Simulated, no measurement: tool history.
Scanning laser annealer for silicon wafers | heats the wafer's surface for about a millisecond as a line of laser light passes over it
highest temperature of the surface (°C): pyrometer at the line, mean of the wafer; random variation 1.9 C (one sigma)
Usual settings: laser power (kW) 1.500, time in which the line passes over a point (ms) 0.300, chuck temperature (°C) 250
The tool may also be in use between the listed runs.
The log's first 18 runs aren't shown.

| run | hour | laser power (kW) | time in which the line passes over a point (ms) | chuck temperature (°C) | hours of work since the window was cleaned | hours of work since the power meter was calibrated | hours of work since the optics were aligned | highest temperature of the surface (°C) |
|---|---|---|---|---|---|---|---|---|
| 19 | 107.1 | 1.460 | 0.247 | 269 | 265 | 177 | 883 | 991 |
| 20 | 112.2 | 1.357 | 0.225 | 225 | 268 | 180 | 885 | 857 |
| 21 | 116.3 | 1.641 | 0.300 | 250 | 270 | 182 | 887 | 1165 |
| 22 | 120.0 | 1.500 | 0.217 | 249 | 272 | 184 | 889 | 944 |
| 23 | 128.5 | 1.343 | 0.295 | 285 | 276 | 188 | 894 | 1006 |
| 24 | 133.9 | 1.286 | 0.340 | 241 | 279 | 191 | 897 | 981 |
| 25 | 142.7 | 1.286 | 0.340 | 241 | 284 | 196 | 901 | 977 |
| 26 | 150.9 | 1.500 | 0.300 | 266 | 288 | 200 | 906 | 1087 |
| 27 | 155.3 | 1.561 | 0.366 | 232 | 290 | 202 | 908 | 1186 |
| 28 | 164.1 | 1.359 | 0.286 | 271 | 295 | 207 | 912 | 992 |
| 29 | 170.4 | 1.500 | 0.347 | 277 | 298 | 210 | 916 | 1166 |
| 30 | 178.4 | 1.500 | 0.347 | 277 | 302 | 214 | 920 | 1164 |
| 31 | 186.3 | 1.503 | 0.224 | 278 | 306 | 218 | 924 | 985 |
| 32 | 191.4 | 1.331 | 0.344 | 250 | 309 | 221 | 927 | 1018 |
| 33 | 198.1 | 1.331 | 0.344 | 250 | 313 | 225 | 930 | 1019 |

Forecast each of these 4 alternatives for the next run:
| A | 203.4 | 1.500 | 0.376 | 250 | 315 | 227 | 933 | ? |
| B | 203.4 | 1.335 | 0.217 | 285 | 315 | 227 | 933 | ? |
| C | 203.4 | 1.331 | 0.344 | 288 | 315 | 227 | 933 | ? |
| D | 203.4 | 1.495 | 0.232 | 272 | 315 | 227 | 933 | ? |

| run | highest temperature of the surface (°C) |
|---|---|
| A | 1175 |
| B | 892 |
| C | 1059 |
| D | 987 |
Without the tool's hidden state the same runs would have given:
| run | highest temperature of the surface (°C) |
|---|---|
| A | 1204 |
| B | 911 |
| C | 1083 |
| D | 1010 |
